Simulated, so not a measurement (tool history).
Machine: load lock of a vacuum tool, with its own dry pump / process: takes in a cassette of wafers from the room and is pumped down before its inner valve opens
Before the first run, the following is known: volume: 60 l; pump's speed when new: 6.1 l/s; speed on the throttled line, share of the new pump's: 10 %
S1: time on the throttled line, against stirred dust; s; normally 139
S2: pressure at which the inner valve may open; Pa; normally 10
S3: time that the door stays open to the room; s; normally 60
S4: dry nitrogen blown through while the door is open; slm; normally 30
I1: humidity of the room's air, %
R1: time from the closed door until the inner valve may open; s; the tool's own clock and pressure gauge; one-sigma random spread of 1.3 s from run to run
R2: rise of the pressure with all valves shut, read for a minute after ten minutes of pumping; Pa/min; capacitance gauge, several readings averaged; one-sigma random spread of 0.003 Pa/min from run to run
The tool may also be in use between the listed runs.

run    hour   S1  S2   S3  S4    I1     R1     R2
  1     0.0  139  10   60  30  46.0  234.8  0.043
  2   119.1  139  10   60  30  48.9  234.3  0.048
  3   246.7  139  10   60  30  45.6  231.3  0.044
  4   389.6  139  10   60  30  44.3  231.8  0.044
  5   475.4  139  10   60  30  42.2  231.5  0.040
  6   602.0  139  10   60  30  45.2  233.6  0.052
  7   685.5  139  10   60  30  50.3  233.1  0.052
  8   767.8  139  10   60  23  45.5  238.0  0.052
  9   851.8  139  10   47  23  40.0  235.0  0.041
 10   973.5  139  10   47  23  45.4  234.9  0.044
 11  1076.1  139   7   47  23  46.1  237.8  0.046
 12  1169.8  139   7   47  23  44.0  238.8  0.051
 13  1250.5  139   7   47  23  42.7  236.9  0.050
 14  1358.9   81   7  187  23  44.1  186.1  0.070
 15  1499.1   81   7  187  23  43.3  188.6  0.074
 16  1652.3  242  18  122  30  43.3  322.0  0.061
 17  1777.7  242  18  122  30  47.4  317.6  0.062
 18  1933.3   92  10   28  30  45.7  195.2  0.050
 19  2060.2   92  10   42  30  43.3  194.5  0.055
 20  2124.9   92  10   42  30  43.7  193.8  0.047
 21  2233.4   83  10   60  21  45.1  186.7  0.059
 22  2340.0   83  10   60  21  45.1  185.5  0.057
 23  2451.1  193  10  206  30  44.4  283.1  0.073
 24  2581.1  193  10  206  30  46.9  283.2  0.075

Predict each of these 4 candidate next runs independently; none follows another, all start after run 24:
  A  2736.2  130  10  191  30  44.5   ?   ?
  B  2736.2  139  10   63  30  44.9   ?   ?
  C  2736.2  193   7  206  30  48.6   ?   ?
  D  2736.2  155  10  183  19  43.5   ?   ?

run     R1     R2
  A  227.1  0.073
  B  234.0  0.053
  C  289.9  0.079
  D  253.1  0.082
Without the tool's hidden state the same runs would have given:
run     R1     R2
  A  206.4  0.045
  B  213.7  0.024
  C  269.7  0.051
  D  232.8  0.053
